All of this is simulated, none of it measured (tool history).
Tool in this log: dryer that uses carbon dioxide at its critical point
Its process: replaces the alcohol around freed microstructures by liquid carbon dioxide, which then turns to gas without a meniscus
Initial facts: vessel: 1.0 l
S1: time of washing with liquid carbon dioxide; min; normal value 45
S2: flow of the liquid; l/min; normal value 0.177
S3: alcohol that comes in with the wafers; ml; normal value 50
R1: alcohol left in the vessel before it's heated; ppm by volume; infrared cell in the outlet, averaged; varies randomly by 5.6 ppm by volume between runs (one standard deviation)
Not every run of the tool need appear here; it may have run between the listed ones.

{"run": 1, "day": 0.0, "S1": 45, "S2": 0.177, "S3": 50, "R1": 299}
{"run": 2, "day": 2.425, "S1": 36, "S2": 0.177, "S3": 50, "R1": 684}
{"run": 3, "day": 3.604, "S1": 36, "S2": 0.177, "S3": 50, "R1": 679}
{"day": 4.804, "done": "purifier's bed changed"}
{"run": 4, "day": 6.617, "S1": 36, "S2": 0.177, "S3": 50, "R1": 604}
{"run": 5, "day": 8.183, "S1": 45, "S2": 0.177, "S3": 50, "R1": 212}
{"run": 6, "day": 10.029, "S1": 45, "S2": 0.177, "S3": 49, "R1": 207}
{"run": 7, "day": 12.067, "S1": 45, "S2": 0.177, "S3": 50, "R1": 230}
{"run": 8, "day": 13.475, "S1": 45, "S2": 0.177, "S3": 50, "R1": 231}
{"run": 9, "day": 15.296, "S1": 50, "S2": 0.114, "S3": 20, "R1": 465}

Estimate the outcome of run 10 from the log above:
{"run": 10, "day": 17.808, "S1": 50, "S2": 0.114, "S3": 20, "R1": "?"}

{"run 10": {"R1": 486}}
Had the tool carried no hidden state, the very same run would have given R1 368 ppm by volume.
